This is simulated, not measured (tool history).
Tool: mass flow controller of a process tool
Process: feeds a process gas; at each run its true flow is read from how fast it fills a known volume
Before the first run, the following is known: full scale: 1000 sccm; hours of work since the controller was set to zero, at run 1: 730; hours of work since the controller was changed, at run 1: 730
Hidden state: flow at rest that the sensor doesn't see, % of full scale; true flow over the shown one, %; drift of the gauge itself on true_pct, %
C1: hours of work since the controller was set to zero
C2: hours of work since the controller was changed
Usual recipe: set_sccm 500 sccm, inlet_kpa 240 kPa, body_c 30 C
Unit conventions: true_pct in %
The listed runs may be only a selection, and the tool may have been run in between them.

run 1 hour=0.0 | set_sccm=500 inlet_kpa=240 body_c=30 | C1=730 C2=730 | true_pct=98.97
run 2 hour=137.9 | set_sccm=500 inlet_kpa=240 body_c=30 | C1=809 C2=809 | true_pct=98.90
run 3 hour=307.2 | set_sccm=500 inlet_kpa=240 body_c=30 | C1=906 C2=906 | true_pct=98.94
run 4 hour=474.0 | set_sccm=500 inlet_kpa=240 body_c=30 | C1=1002 C2=1002 | true_pct=98.94
run 5 hour=582.6 | set_sccm=500 inlet_kpa=240 body_c=30 | C1=1064 C2=1064 | true_pct=98.94
run 6 hour=715.5 | set_sccm=500 inlet_kpa=240 body_c=30 | C1=1141 C2=1141 | true_pct=98.87
run 7 hour=882.9 | set_sccm=114 inlet_kpa=240 body_c=30 | C1=1237 C2=1237 | true_pct=98.35
run 8 hour=987.5 | set_sccm=882 inlet_kpa=182 body_c=25 | C1=1297 C2=1297 | true_pct=99.86
run 9 hour=1083.7 | set_sccm=981 inlet_kpa=240 body_c=32 | C1=1352 C2=1352 | true_pct=99.53
run 10 hour=1170.1 | set_sccm=157 inlet_kpa=160 body_c=21 | C1=1402 C2=1402 | true_pct=99.22
run 11 hour=1338.3 | set_sccm=157 inlet_kpa=275 body_c=21 | C1=1498 C2=1498 | true_pct=98.52
run 12 hour=1417.2 | set_sccm=181 inlet_kpa=249 body_c=20 | C1=1543 C2=1543 | true_pct=98.66

What if the next run were any one of these 3? Each begins from the tool's condition after run 12:
run A hour=1544.4 | set_sccm=109 inlet_kpa=159 body_c=39 | C1=1616 C2=1616 | true_pct=?
run B hour=1544.4 | set_sccm=300 inlet_kpa=208 body_c=33 | C1=1616 C2=1616 | true_pct=?
run C hour=1544.4 | set_sccm=554 inlet_kpa=249 body_c=20 | C1=1616 C2=1616 | true_pct=?

run=A true_pct=98.47
run=B true_pct=98.74
run=C true_pct=99.41
The same runs, with their run-to-run variation unchanged, on a tool lacking any hidden condition would have given:
run=A true_pct=98.46
run=B true_pct=98.73
run=C true_pct=99.40
